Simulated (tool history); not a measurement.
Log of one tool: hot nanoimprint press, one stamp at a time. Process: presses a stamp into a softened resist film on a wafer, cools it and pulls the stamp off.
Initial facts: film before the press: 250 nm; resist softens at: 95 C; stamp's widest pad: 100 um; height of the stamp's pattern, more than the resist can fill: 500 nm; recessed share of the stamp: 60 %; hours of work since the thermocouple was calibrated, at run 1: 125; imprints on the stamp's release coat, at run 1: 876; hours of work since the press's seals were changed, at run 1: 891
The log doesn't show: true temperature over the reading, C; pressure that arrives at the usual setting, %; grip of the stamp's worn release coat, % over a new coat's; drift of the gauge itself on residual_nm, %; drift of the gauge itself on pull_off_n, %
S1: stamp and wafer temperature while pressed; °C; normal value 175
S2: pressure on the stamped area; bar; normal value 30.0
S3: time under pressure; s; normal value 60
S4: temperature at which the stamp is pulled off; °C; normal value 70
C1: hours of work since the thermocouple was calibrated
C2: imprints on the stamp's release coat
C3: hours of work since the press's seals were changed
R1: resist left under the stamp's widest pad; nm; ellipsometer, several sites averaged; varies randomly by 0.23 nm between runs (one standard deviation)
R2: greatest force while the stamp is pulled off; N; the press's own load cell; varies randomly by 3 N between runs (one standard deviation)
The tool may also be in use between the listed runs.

run    hour   S1    S2  S3  S4   C1    C2   C3     R1   R2
  1     0.0  175  30.0  60  70  125   876  891   99.8  203
  2    52.6  175  30.0  60  70  149  1038  914  100.3  201
  3    80.4  175  30.0  60  70  161  1124  926  100.1  204
  4   122.4  175  30.0  60  70  180  1254  945  100.3  208
      133.2  -- stamp cleaned and given a new release coat
  5   169.0  175  22.5  60  70  198   111  963  114.2  152
  6   204.0  175  22.5  60  70  213   219  979  114.4  164
  7   249.8  175  22.5  60  70  233   360  999  114.1  166
      261.6  -- press's hydraulic seals changed and the load cell set to zero
  8   297.6  175  22.5  60  70  251   483   16  112.2  171
  9   331.5  175  22.5  60  70  266   588   31  112.8  179
 10   355.6  175  30.0  60  70  277   662   42   98.9  183
 11   386.9  175  30.0  60  70  290   759   55   99.2  189
 12   416.1  175  30.0  78  70  303   849   68   89.7  193
 13   472.0  175  30.0  78  70  328  1022   93   89.7  210
      478.7  -- plate thermocouple calibrated
 14   523.3  175  30.0  78  70   20  1171  114   90.8  213
 15   549.0  175  30.0  78  70   31  1250  126   91.1  213
      559.9  -- stamp cleaned and given a new release coat
 16   591.8  175  30.0  50  70   47    99  142  108.3  159
 17   636.9  184  32.6  34  58   67   238  162   92.1  189
 18   690.6  184  32.6  34  56   91   404  186   92.1  199
      713.8  -- plate thermocouple calibrated, once more
 19   724.4  172  37.0  96  61    5   498  199   80.1  190
 20   753.6  172  24.2  35  61   18   589  212  142.0  201
 21   795.3  172  24.2  35  61   36   717  231  141.7  202
 22   852.5  172  34.1  53  66   61   894  256  106.1  197
 23   887.6  175  30.0  60  68   77  1002  272   97.2  205
 24   931.8  186  26.1  36  70   96  1139  291   91.3  202
      977.7  -- stamp cleaned and given a new release coat
 25   992.2  186  26.1  36  70  121    45  315   91.2  156
 26  1018.0  163  30.0  65  70  132   124  327  142.6  154
 27  1058.4  176  23.1  83  62  150   249  345   94.2  179
 28  1085.3  176  23.1  83  62  162   332  356   94.6  185
 29  1109.7  175  44.5  60  70  173   408  367   81.7  173

5 options for the next run, each taken on its own from the tool as it stands now. Forecast them:
  A  1148.3  175  23.3  101  70  190  526  384   ?   ?
  B  1148.3  164  44.5   70  74  190  526  384   ?   ?
  C  1148.3  171  30.0   33  56  190  526  384   ?   ?
  D  1148.3  175  36.5   35  62  190  526  384   ?   ?
  E  1148.3  175  22.0   60  64  190  526  384   ?   ?

run     R1   R2
  A   90.2  175
  B  114.1  172
  C  138.9  208
  D  111.2  192
  E  113.1  196
With the hidden condition removed and each run's random variation left untouched, the same runs would have given:
run     R1   R2
  A   88.6  151
  B  111.4  147
  C  136.6  179
  D  109.0  165
  E  111.2  168

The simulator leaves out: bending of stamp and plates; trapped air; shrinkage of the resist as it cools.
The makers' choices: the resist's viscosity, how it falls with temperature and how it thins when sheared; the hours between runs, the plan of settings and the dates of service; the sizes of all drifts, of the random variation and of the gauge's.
